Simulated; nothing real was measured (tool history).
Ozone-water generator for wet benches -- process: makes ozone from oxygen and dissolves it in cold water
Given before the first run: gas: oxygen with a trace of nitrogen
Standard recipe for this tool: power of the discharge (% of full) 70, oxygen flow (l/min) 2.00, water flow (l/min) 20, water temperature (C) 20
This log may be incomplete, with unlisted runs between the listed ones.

| run | hour | power of the discharge (% of full) | oxygen flow (l/min) | water flow (l/min) | water temperature (C) | dissolved ozone (ppm) | ozone in the gas ahead of the water (g/m3) |
|---|---|---|---|---|---|---|---|
| 1 | 0.0 | 70 | 2.00 | 20 | 20 | 9.4 | 148.0 |
| 2 | 94.8 | 70 | 2.00 | 20 | 18 | 9.6 | 145.0 |
| 3 | 165.8 | 70 | 2.00 | 26 | 18 | 7.1 | 145.4 |
| 4 | 256.7 | 70 | 2.00 | 20 | 20 | 9.5 | 145.8 |
| 5 | 316.1 | 70 | 2.00 | 20 | 20 | 9.4 | 145.9 |
| 6 | 398.9 | 70 | 2.00 | 15 | 20 | 12.6 | 146.8 |
| 7 | 490.9 | 70 | 2.00 | 15 | 20 | 12.3 | 145.3 |
| 8 | 560.4 | 70 | 2.00 | 15 | 20 | 12.4 | 145.9 |
| 9 | 625.6 | 70 | 2.00 | 15 | 20 | 12.5 | 145.6 |
| 10 | 665.9 | 70 | 2.00 | 20 | 13 | 10.0 | 145.8 |
| 11 | 734.6 | 70 | 2.00 | 20 | 13 | 9.8 | 145.1 |
| 12 | 777.0 | 70 | 2.09 | 28 | 17 | 6.7 | 142.0 |
| 13 | 825.2 | 41 | 2.72 | 19 | 14 | 7.1 | 79.9 |
| 14 | 919.2 | 60 | 1.52 | 24 | 21 | 6.6 | 151.9 |
| 15 | 989.6 | 60 | 2.13 | 32 | 18 | 5.1 | 124.2 |
|  | 998.4 | contactor cleaned |
| 16 | 1062.8 | 60 | 1.54 | 14 | 18 | 11.5 | 151.4 |
| 17 | 1117.6 | 60 | 1.54 | 14 | 18 | 11.3 | 149.7 |

5 ways to go on from here, each from the tool as it stands after run 17. What would each give?
| A | 1161.1 | 60 | 1.79 | 14 | 18 | ? | ? |
| B | 1161.1 | 76 | 2.38 | 13 | 20 | ? | ? |
| C | 1161.1 | 42 | 2.78 | 20 | 20 | ? | ? |
| D | 1161.1 | 70 | 2.51 | 20 | 20 | ? | ? |
| E | 1161.1 | 47 | 2.26 | 20 | 24 | ? | ? |

| run | dissolved ozone (ppm) | ozone in the gas ahead of the water (g/m3) |
|---|---|---|
| A | 11.6 | 137.3 |
| B | 14.8 | 138.7 |
| C | 6.7 | 81.2 |
| D | 9.7 | 127.6 |
| E | 6.7 | 100.7 |
What these runs would have given with no unlogged condition in the tool:
| run | dissolved ozone (ppm) | ozone in the gas ahead of the water (g/m3) |
|---|---|---|
| A | 11.7 | 137.5 |
| B | 14.9 | 139.0 |
| C | 6.7 | 81.3 |
| D | 9.7 | 127.9 |
| E | 6.7 | 100.8 |
